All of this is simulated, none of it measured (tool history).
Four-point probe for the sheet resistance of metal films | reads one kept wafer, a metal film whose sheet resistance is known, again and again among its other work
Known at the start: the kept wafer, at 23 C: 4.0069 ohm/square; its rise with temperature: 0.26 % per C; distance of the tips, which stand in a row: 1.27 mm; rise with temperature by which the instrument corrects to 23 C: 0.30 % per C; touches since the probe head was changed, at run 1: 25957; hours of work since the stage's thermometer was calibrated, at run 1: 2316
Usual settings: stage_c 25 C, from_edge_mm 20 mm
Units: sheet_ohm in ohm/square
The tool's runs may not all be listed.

run	hour	stage_c	from_edge_mm	touches since the probe head was changed	hours of work since the stage's thermometer was calibrated	sheet_ohm
1	0.0	25	20	25957	2316	4.012907
2	52.0	24	20	26707	2352	4.014076
3	99.4	25	4	27389	2384	4.211397
4	135.4	25	4	27907	2408	4.208452
5	197.8	25	18	28806	2451	4.014720
6	248.7	25	18	29539	2485	4.014468
7	319.7	25	20	30561	2533	4.011323
8	377.1	25	20	31387	2572	4.010753
9	435.9	25	19	32235	2612	4.013706
10	496.3	22	41	33104	2653	4.011862
11	560.1	22	41	34024	2697	4.010145
12	645.3	31	41	35250	2754	3.996972
13	684.4	31	41	35813	2781	3.996918

3 ways to go on from here, each from the tool as it stands after run 13. What would each give?
# hour 732.4: stage's thermometer calibrated
A	763.1	25	7	36939	21	?
# hour 732.4: stage's thermometer calibrated
B	763.1	26	30	36939	21	?
# hour 732.4: stage's thermometer calibrated
C	763.1	24	21	36939	21	?

run	sheet_ohm
A	4.073063
B	4.005448
C	4.013097
Without the tool's hidden state the same runs would have given:
run	sheet_ohm
A	4.073085
B	4.005471
C	4.013120
